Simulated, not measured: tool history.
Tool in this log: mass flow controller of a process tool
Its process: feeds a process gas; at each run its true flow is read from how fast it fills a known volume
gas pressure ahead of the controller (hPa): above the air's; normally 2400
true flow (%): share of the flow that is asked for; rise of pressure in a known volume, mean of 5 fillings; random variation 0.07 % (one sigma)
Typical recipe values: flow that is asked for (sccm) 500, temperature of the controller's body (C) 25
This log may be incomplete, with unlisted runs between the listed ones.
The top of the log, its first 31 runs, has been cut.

run     hour  flow that is asked for (sccm)  gas pressure ahead of the controller (hPa)  temperature of the controller's body (C)  hours of work since the controller was set to zero  hours of work since the controller was changed  true flow (%)
 32   8676.1                            265                                        1740                                        33                                                 604                                            1850          97.49
 33   8852.0                            265                                        1740                                        33                                                 729                                            1975          97.55
 34   9124.1                            265                                        1900                                        33                                                 923                                            2169          97.54
 35   9493.9                            863                                        2120                                        21                                                1186                                            2432         101.04
 36   9854.3                            120                                        2120                                        21                                                1443                                            2689          97.14
 37  10061.0                            148                                        2120                                        21                                                1590                                            2836          97.54
 38  10384.8                            147                                        1540                                        36                                                1821                                            3066          95.45
 39  10597.9                            147                                        1540                                        36                                                1973                                            3218          95.48
 40  10784.6                            147                                        1540                                        36                                                2105                                            3351          95.39
 41  10974.0                            147                                        1540                                        36                                                2240                                            3486          95.30

What does the tool deliver on the next run?
 42  11281.4                            326                                        2670                                        32                                                2459                                            3705              ?

{"run 42": {"true flow (%)": 98.5}}
Were there no unlogged condition in the tool, this run, its random variation unchanged, would have produced true flow (%) 98.14.
